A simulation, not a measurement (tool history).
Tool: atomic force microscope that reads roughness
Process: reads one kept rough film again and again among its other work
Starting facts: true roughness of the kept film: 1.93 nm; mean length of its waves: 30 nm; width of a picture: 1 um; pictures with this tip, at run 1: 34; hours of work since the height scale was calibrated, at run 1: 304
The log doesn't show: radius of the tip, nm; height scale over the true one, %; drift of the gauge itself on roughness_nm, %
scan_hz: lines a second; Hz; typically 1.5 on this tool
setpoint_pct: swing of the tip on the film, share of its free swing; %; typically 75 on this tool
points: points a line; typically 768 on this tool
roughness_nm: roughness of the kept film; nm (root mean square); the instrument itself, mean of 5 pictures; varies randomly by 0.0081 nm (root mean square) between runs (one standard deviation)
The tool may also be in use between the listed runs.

| run | hour | scan_hz | setpoint_pct | points | pictures with this tip | hours of work since the height scale was calibrated | roughness_nm |
|---|---|---|---|---|---|---|---|
| 1 | 0.0 | 1.5 | 75 | 768 | 34 | 304 | 1.720 |
| 2 | 30.0 | 1.5 | 75 | 768 | 61 | 318 | 1.697 |
| 3 | 49.6 | 1.5 | 75 | 768 | 79 | 327 | 1.657 |
| 4 | 85.2 | 1.5 | 75 | 568 | 110 | 343 | 1.641 |
|  | 89.3 | height scale calibrated on a step standard |
| 5 | 103.8 | 1.5 | 75 | 568 | 126 | 6 | 1.610 |
| 6 | 124.8 | 1.5 | 75 | 568 | 145 | 16 | 1.587 |

Predict the results of run 7:
|  | 148.9 | new tip fitted |
| 7 | 165.8 | 1.5 | 75 | 568 | 15 | 34 | ? |

{"run 7": {"roughness_nm": 1.731}}
The same run, on a tool lacking any hidden state, would have yielded roughness_nm 1.756 nm (root mean square).

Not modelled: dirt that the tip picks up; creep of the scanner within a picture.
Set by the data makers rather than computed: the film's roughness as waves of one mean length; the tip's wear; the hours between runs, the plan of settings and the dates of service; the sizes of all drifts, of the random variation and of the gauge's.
